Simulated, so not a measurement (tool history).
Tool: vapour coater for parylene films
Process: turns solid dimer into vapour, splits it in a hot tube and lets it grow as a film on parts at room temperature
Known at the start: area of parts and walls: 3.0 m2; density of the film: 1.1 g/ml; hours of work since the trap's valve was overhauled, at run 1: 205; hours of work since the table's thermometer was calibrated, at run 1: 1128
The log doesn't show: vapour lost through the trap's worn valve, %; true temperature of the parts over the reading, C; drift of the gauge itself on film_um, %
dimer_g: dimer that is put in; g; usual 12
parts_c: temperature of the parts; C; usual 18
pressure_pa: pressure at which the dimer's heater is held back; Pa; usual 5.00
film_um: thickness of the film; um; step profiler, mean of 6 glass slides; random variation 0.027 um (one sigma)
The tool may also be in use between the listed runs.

run,hour,dimer_g,parts_c,pressure_pa,hours of work since the trap's valve was overhauled,hours of work since the table's thermometer was calibrated,film_um
1,0.0,12,18,5.00,205,1128,2.10
2,21.4,12,18,5.00,219,1142,2.10
3,56.4,12,18,5.00,244,1167,2.07
4,91.1,12,18,5.00,267,1190,2.05
5,116.5,12,18,5.00,285,1208,2.00
6,139.2,12,18,5.00,301,1224,2.01
7,160.0,7,18,5.00,315,1238,1.14
8,184.4,12,18,3.71,332,1255,2.06
9,226.4,12,18,5.00,361,1284,1.94
# hour 259.7: trap's valve overhauled
10,269.8,12,18,5.00,7,1311,2.25
11,290.0,12,18,5.00,21,1325,2.28
12,317.1,12,18,5.00,40,1344,2.19
13,355.3,12,18,5.00,66,1370,2.22
14,401.6,20,18,5.00,98,1402,3.56
15,430.1,12,11,6.05,118,1422,2.75
16,468.2,17,18,11.33,144,1448,2.59
17,492.2,17,18,11.33,161,1465,2.58
18,523.3,17,18,11.33,182,1486,2.52
19,550.0,17,18,11.33,200,1505,2.54
20,581.8,12,18,5.25,222,1527,2.00
21,614.2,12,18,5.25,245,1549,2.02
22,650.8,12,18,5.25,270,1574,1.96
23,670.4,12,29,5.00,284,1588,1.26
24,690.3,9,13,2.03,297,1601,2.13
25,717.4,8,23,5.00,316,1620,1.05
26,753.5,12,18,3.16,341,1645,2.10
27,775.5,12,12,5.00,356,1660,2.44

The same runs without the tool's hidden state, with the same run-to-run variation:
run,film_um
1,2.36
2,2.38
3,2.36
4,2.37
5,2.34
6,2.37
7,1.36
8,2.47
9,2.35
10,2.35
11,2.39
12,2.32
13,2.37
14,3.86
15,3.01
16,2.87
17,2.88
18,2.84
19,2.88
20,2.30
21,2.33
22,2.31
23,1.49
24,2.53
25,1.26
26,2.55
27,2.98
